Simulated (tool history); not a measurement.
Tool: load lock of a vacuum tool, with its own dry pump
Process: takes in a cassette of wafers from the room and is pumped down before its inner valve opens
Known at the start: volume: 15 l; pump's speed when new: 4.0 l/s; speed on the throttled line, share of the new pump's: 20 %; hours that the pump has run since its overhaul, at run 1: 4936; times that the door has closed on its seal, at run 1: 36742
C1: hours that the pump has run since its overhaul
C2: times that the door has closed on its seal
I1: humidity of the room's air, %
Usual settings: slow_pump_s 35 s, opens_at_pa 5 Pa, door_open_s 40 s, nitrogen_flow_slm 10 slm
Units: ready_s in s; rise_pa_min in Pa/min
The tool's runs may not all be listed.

run 1 hour=0.0 | slow_pump_s=35 opens_at_pa=5 door_open_s=40 nitrogen_flow_slm=10 | C1=4936 C2=36742 | I1=40.6 | ready_s=69.3 rise_pa_min=0.560
run 2 hour=114.4 | slow_pump_s=35 opens_at_pa=5 door_open_s=40 nitrogen_flow_slm=10 | C1=5050 C2=37207 | I1=42.9 | ready_s=69.7 rise_pa_min=0.586
run 3 hour=283.3 | slow_pump_s=35 opens_at_pa=5 door_open_s=40 nitrogen_flow_slm=10 | C1=5219 C2=37893 | I1=42.8 | ready_s=69.1 rise_pa_min=0.590
run 4 hour=469.2 | slow_pump_s=35 opens_at_pa=10 door_open_s=40 nitrogen_flow_slm=10 | C1=5405 C2=38648 | I1=44.2 | ready_s=65.7 rise_pa_min=0.620
run 5 hour=595.7 | slow_pump_s=35 opens_at_pa=10 door_open_s=40 nitrogen_flow_slm=10 | C1=5532 C2=39162 | I1=43.7 | ready_s=65.7 rise_pa_min=0.620
run 6 hour=803.2 | slow_pump_s=35 opens_at_pa=10 door_open_s=40 nitrogen_flow_slm=10 | C1=5739 C2=40005 | I1=40.7 | ready_s=67.1 rise_pa_min=0.629
-- hour=951.4 door's seal changed, seat wiped
run 7 hour=988.8 | slow_pump_s=35 opens_at_pa=10 door_open_s=40 nitrogen_flow_slm=13 | C1=5923 C2=152 | I1=44.1 | ready_s=67.0 rise_pa_min=0.057
run 8 hour=1095.1 | slow_pump_s=52 opens_at_pa=10 door_open_s=64 nitrogen_flow_slm=10 | C1=6030 C2=584 | I1=46.5 | ready_s=80.3 rise_pa_min=0.084
run 9 hour=1239.7 | slow_pump_s=31 opens_at_pa=10 door_open_s=150 nitrogen_flow_slm=7 | C1=6174 C2=1171 | I1=43.5 | ready_s=64.6 rise_pa_min=0.142
run 10 hour=1368.2 | slow_pump_s=31 opens_at_pa=10 door_open_s=61 nitrogen_flow_slm=8 | C1=6303 C2=1693 | I1=44.9 | ready_s=64.0 rise_pa_min=0.094
run 11 hour=1508.6 | slow_pump_s=35 opens_at_pa=10 door_open_s=40 nitrogen_flow_slm=15 | C1=6443 C2=2264 | I1=45.5 | ready_s=67.6 rise_pa_min=0.067

Measured less the same run without the tool's hidden state. The same run-to-run variation is in both; the gauge's scatter may not be:
The hidden state here: pump's speed, % of a new pump's; leak at the door's seal, Pa l/s; drift of the gauge itself on ready_s, %; drift of the gauge itself on rise_pa_min, %.
run=1 ready_s=+4.1 rise_pa_min=+0.503
run=2 ready_s=+4.2 rise_pa_min=+0.524
run=3 ready_s=+4.3 rise_pa_min=+0.537
run=4 ready_s=+4.1 rise_pa_min=+0.557
run=5 ready_s=+4.3 rise_pa_min=+0.565
run=6 ready_s=+4.5 rise_pa_min=+0.580
run=7 ready_s=+4.5 rise_pa_min=+0.005
run=8 ready_s=+4.1 rise_pa_min=+0.007
run=9 ready_s=+5.0 rise_pa_min=+0.009
run=10 ready_s=+5.2 rise_pa_min=+0.012
run=11 ready_s=+5.0 rise_pa_min=+0.015

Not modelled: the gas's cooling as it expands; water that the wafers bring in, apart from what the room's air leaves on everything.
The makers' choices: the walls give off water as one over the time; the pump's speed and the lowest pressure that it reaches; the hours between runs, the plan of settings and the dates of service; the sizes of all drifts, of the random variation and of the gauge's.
